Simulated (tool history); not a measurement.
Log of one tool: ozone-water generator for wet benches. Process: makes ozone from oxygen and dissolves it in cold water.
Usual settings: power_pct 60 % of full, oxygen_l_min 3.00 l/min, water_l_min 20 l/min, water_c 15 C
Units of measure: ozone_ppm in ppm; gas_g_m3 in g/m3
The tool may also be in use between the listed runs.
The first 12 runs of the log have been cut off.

{"run": 13, "hour": 577.3, "power_pct": 60, "oxygen_l_min": 3.0, "water_l_min": 25, "water_c": 15, "ozone_ppm": 14.2, "gas_g_m3": 196.6}
{"run": 14, "hour": 641.9, "power_pct": 60, "oxygen_l_min": 3.0, "water_l_min": 25, "water_c": 15, "ozone_ppm": 13.9, "gas_g_m3": 195.5}
{"run": 15, "hour": 719.9, "power_pct": 60, "oxygen_l_min": 3.0, "water_l_min": 25, "water_c": 15, "ozone_ppm": 14.0, "gas_g_m3": 196.7}
{"run": 16, "hour": 795.4, "power_pct": 60, "oxygen_l_min": 3.0, "water_l_min": 21, "water_c": 15, "ozone_ppm": 16.4, "gas_g_m3": 193.6}
{"run": 17, "hour": 832.9, "power_pct": 60, "oxygen_l_min": 3.0, "water_l_min": 21, "water_c": 15, "ozone_ppm": 16.5, "gas_g_m3": 194.8}
{"run": 18, "hour": 906.5, "power_pct": 63, "oxygen_l_min": 2.21, "water_l_min": 20, "water_c": 13, "ozone_ppm": 17.6, "gas_g_m3": 248.4}
{"run": 19, "hour": 947.5, "power_pct": 59, "oxygen_l_min": 2.33, "water_l_min": 20, "water_c": 7, "ozone_ppm": 17.7, "gas_g_m3": 223.5}
{"hour": 956.3, "done": "contactor cleaned"}
{"run": 20, "hour": 1028.8, "power_pct": 49, "oxygen_l_min": 1.65, "water_l_min": 13, "water_c": 13, "ozone_ppm": 20.8, "gas_g_m3": 243.1}
{"run": 21, "hour": 1085.9, "power_pct": 49, "oxygen_l_min": 1.65, "water_l_min": 18, "water_c": 10, "ozone_ppm": 15.7, "gas_g_m3": 239.0}
{"run": 22, "hour": 1124.5, "power_pct": 49, "oxygen_l_min": 1.65, "water_l_min": 18, "water_c": 10, "ozone_ppm": 15.3, "gas_g_m3": 240.4}
{"run": 23, "hour": 1183.8, "power_pct": 60, "oxygen_l_min": 2.61, "water_l_min": 17, "water_c": 11, "ozone_ppm": 20.6, "gas_g_m3": 212.4}
{"run": 24, "hour": 1257.5, "power_pct": 60, "oxygen_l_min": 2.61, "water_l_min": 17, "water_c": 11, "ozone_ppm": 20.1, "gas_g_m3": 213.9}
{"hour": 1298.4, "done": "contactor cleaned, once more"}
{"run": 25, "hour": 1324.9, "power_pct": 47, "oxygen_l_min": 2.36, "water_l_min": 22, "water_c": 9, "ozone_ppm": 13.2, "gas_g_m3": 184.0}
{"run": 26, "hour": 1371.8, "power_pct": 47, "oxygen_l_min": 2.04, "water_l_min": 22, "water_c": 9, "ozone_ppm": 13.0, "gas_g_m3": 203.2}
{"run": 27, "hour": 1416.1, "power_pct": 47, "oxygen_l_min": 2.04, "water_l_min": 22, "water_c": 9, "ozone_ppm": 12.8, "gas_g_m3": 202.5}
{"run": 28, "hour": 1463.7, "power_pct": 82, "oxygen_l_min": 2.23, "water_l_min": 20, "water_c": 15, "ozone_ppm": 22.2, "gas_g_m3": 301.1}
{"run": 29, "hour": 1536.7, "power_pct": 82, "oxygen_l_min": 3.81, "water_l_min": 20, "water_c": 15, "ozone_ppm": 22.9, "gas_g_m3": 217.1}
{"run": 30, "hour": 1573.8, "power_pct": 60, "oxygen_l_min": 2.09, "water_l_min": 14, "water_c": 14, "ozone_ppm": 23.4, "gas_g_m3": 242.3}
{"run": 31, "hour": 1605.6, "power_pct": 60, "oxygen_l_min": 2.36, "water_l_min": 14, "water_c": 12, "ozone_ppm": 24.0, "gas_g_m3": 225.6}
{"run": 32, "hour": 1648.5, "power_pct": 41, "oxygen_l_min": 2.02, "water_l_min": 20, "water_c": 15, "ozone_ppm": 12.2, "gas_g_m3": 179.4}
{"run": 33, "hour": 1698.4, "power_pct": 60, "oxygen_l_min": 3.0, "water_l_min": 22, "water_c": 15, "ozone_ppm": 15.9, "gas_g_m3": 193.9}

What if the next run were any one of these 4? Each begins from the tool's condition after run 33:
{"run": "A", "hour": 1756.9, "power_pct": 43, "oxygen_l_min": 1.83, "water_l_min": 20, "water_c": 23, "ozone_ppm": "?", "gas_g_m3": "?"}
{"run": "B", "hour": 1756.9, "power_pct": 60, "oxygen_l_min": 3.0, "water_l_min": 20, "water_c": 8, "ozone_ppm": "?", "gas_g_m3": "?"}
{"run": "C", "hour": 1756.9, "power_pct": 72, "oxygen_l_min": 4.58, "water_l_min": 17, "water_c": 15, "ozone_ppm": "?", "gas_g_m3": "?"}
{"run": "D", "hour": 1756.9, "power_pct": 62, "oxygen_l_min": 3.0, "water_l_min": 12, "water_c": 15, "ozone_ppm": "?", "gas_g_m3": "?"}

run=A ozone_ppm=11.7 gas_g_m3=201.1
run=B ozone_ppm=18.5 gas_g_m3=191.4
run=C ozone_ppm=23.1 gas_g_m3=172.0
run=D ozone_ppm=27.1 gas_g_m3=196.8
With no hidden state in the tool, these same runs would have given:
run=A ozone_ppm=12.4 gas_g_m3=211.5
run=B ozone_ppm=20.1 gas_g_m3=206.4
run=C ozone_ppm=25.5 gas_g_m3=188.0
run=D ozone_ppm=29.5 gas_g_m3=212.7
